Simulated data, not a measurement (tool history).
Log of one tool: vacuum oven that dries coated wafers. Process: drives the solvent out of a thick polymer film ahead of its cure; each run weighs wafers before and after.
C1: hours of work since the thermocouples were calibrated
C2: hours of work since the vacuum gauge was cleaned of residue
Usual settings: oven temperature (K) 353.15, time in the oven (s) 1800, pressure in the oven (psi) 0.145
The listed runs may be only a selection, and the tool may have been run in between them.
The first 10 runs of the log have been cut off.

{"run": 11, "hour": 590.1, "oven temperature (K)": 345.15, "time in the oven (s)": 1800, "pressure in the oven (psi)": 0.145, "C1": 1151, "C2": 1085, "solvent left in the film (%)": 1.98}
{"run": 12, "hour": 632.9, "oven temperature (K)": 345.15, "time in the oven (s)": 1800, "pressure in the oven (psi)": 0.145, "C1": 1178, "C2": 1112, "solvent left in the film (%)": 1.99}
{"run": 13, "hour": 686.0, "oven temperature (K)": 353.15, "time in the oven (s)": 1380, "pressure in the oven (psi)": 0.145, "C1": 1210, "C2": 1144, "solvent left in the film (%)": 1.48}
{"run": 14, "hour": 732.3, "oven temperature (K)": 353.15, "time in the oven (s)": 1380, "pressure in the oven (psi)": 0.141, "C1": 1239, "C2": 1173, "solvent left in the film (%)": 1.47}
{"run": 15, "hour": 807.5, "oven temperature (K)": 353.15, "time in the oven (s)": 1380, "pressure in the oven (psi)": 0.141, "C1": 1286, "C2": 1220, "solvent left in the film (%)": 1.49}
{"run": 16, "hour": 876.0, "oven temperature (K)": 353.15, "time in the oven (s)": 1380, "pressure in the oven (psi)": 0.141, "C1": 1328, "C2": 1262, "solvent left in the film (%)": 1.48}
{"run": 17, "hour": 955.1, "oven temperature (K)": 353.15, "time in the oven (s)": 1380, "pressure in the oven (psi)": 0.383, "C1": 1377, "C2": 1311, "solvent left in the film (%)": 1.95}
{"run": 18, "hour": 994.5, "oven temperature (K)": 353.15, "time in the oven (s)": 1800, "pressure in the oven (psi)": 0.292, "C1": 1401, "C2": 1335, "solvent left in the film (%)": 1.22}
{"run": 19, "hour": 1070.0, "oven temperature (K)": 353.15, "time in the oven (s)": 1800, "pressure in the oven (psi)": 0.145, "C1": 1448, "C2": 1382, "solvent left in the film (%)": 0.91}
{"run": 20, "hour": 1122.6, "oven temperature (K)": 353.15, "time in the oven (s)": 1860, "pressure in the oven (psi)": 0.145, "C1": 1481, "C2": 1415, "solvent left in the film (%)": 0.85}
{"run": 21, "hour": 1185.9, "oven temperature (K)": 353.15, "time in the oven (s)": 1020, "pressure in the oven (psi)": 0.145, "C1": 1520, "C2": 1454, "solvent left in the film (%)": 2.54}
{"run": 22, "hour": 1251.7, "oven temperature (K)": 349.15, "time in the oven (s)": 960, "pressure in the oven (psi)": 0.128, "C1": 1561, "C2": 1495, "solvent left in the film (%)": 3.75}
{"run": 23, "hour": 1321.8, "oven temperature (K)": 349.15, "time in the oven (s)": 1020, "pressure in the oven (psi)": 0.223, "C1": 1604, "C2": 1538, "solvent left in the film (%)": 3.65}
{"run": 24, "hour": 1388.1, "oven temperature (K)": 349.15, "time in the oven (s)": 1020, "pressure in the oven (psi)": 0.223, "C1": 1645, "C2": 1579, "solvent left in the film (%)": 3.63}
{"run": 25, "hour": 1450.7, "oven temperature (K)": 349.15, "time in the oven (s)": 1020, "pressure in the oven (psi)": 0.223, "C1": 1684, "C2": 1618, "solvent left in the film (%)": 3.65}
{"hour": 1486.9, "done": "oven's thermocouples calibrated"}
{"run": 26, "hour": 1510.4, "oven temperature (K)": 349.15, "time in the oven (s)": 1020, "pressure in the oven (psi)": 0.223, "C1": 15, "C2": 1654, "solvent left in the film (%)": 4.43}
{"run": 27, "hour": 1569.6, "oven temperature (K)": 349.15, "time in the oven (s)": 1020, "pressure in the oven (psi)": 0.223, "C1": 51, "C2": 1690, "solvent left in the film (%)": 4.42}
{"hour": 1633.1, "done": "vacuum gauge cleaned of residue and calibrated"}
{"run": 28, "hour": 1638.6, "oven temperature (K)": 349.15, "time in the oven (s)": 1020, "pressure in the oven (psi)": 0.223, "C1": 93, "C2": 3, "solvent left in the film (%)": 4.2}
{"run": 29, "hour": 1701.5, "oven temperature (K)": 358.15, "time in the oven (s)": 2100, "pressure in the oven (psi)": 0.389, "C1": 132, "C2": 42, "solvent left in the film (%)": 0.91}
{"run": 30, "hour": 1759.5, "oven temperature (K)": 354.15, "time in the oven (s)": 1500, "pressure in the oven (psi)": 0.303, "C1": 168, "C2": 78, "solvent left in the film (%)": 1.65}
{"run": 31, "hour": 1842.8, "oven temperature (K)": 338.15, "time in the oven (s)": 1800, "pressure in the oven (psi)": 0.145, "C1": 219, "C2": 130, "solvent left in the film (%)": 3.97}
{"run": 32, "hour": 1923.6, "oven temperature (K)": 338.15, "time in the oven (s)": 1800, "pressure in the oven (psi)": 0.145, "C1": 269, "C2": 180, "solvent left in the film (%)": 3.96}
{"run": 33, "hour": 2002.2, "oven temperature (K)": 338.15, "time in the oven (s)": 1800, "pressure in the oven (psi)": 0.145, "C1": 318, "C2": 229, "solvent left in the film (%)": 3.96}
{"run": 34, "hour": 2041.4, "oven temperature (K)": 338.15, "time in the oven (s)": 1800, "pressure in the oven (psi)": 0.145, "C1": 342, "C2": 253, "solvent left in the film (%)": 3.95}

Expected results for the next run?
{"run": 35, "hour": 2098.3, "oven temperature (K)": 353.15, "time in the oven (s)": 1020, "pressure in the oven (psi)": 0.145, "C1": 378, "C2": 288, "solvent left in the film (%)": "?"}

{"run 35": {"solvent left in the film (%)": 2.96}}
The same run, on a tool lacking any hidden state, would have yielded solvent left in the film (%) 2.95.

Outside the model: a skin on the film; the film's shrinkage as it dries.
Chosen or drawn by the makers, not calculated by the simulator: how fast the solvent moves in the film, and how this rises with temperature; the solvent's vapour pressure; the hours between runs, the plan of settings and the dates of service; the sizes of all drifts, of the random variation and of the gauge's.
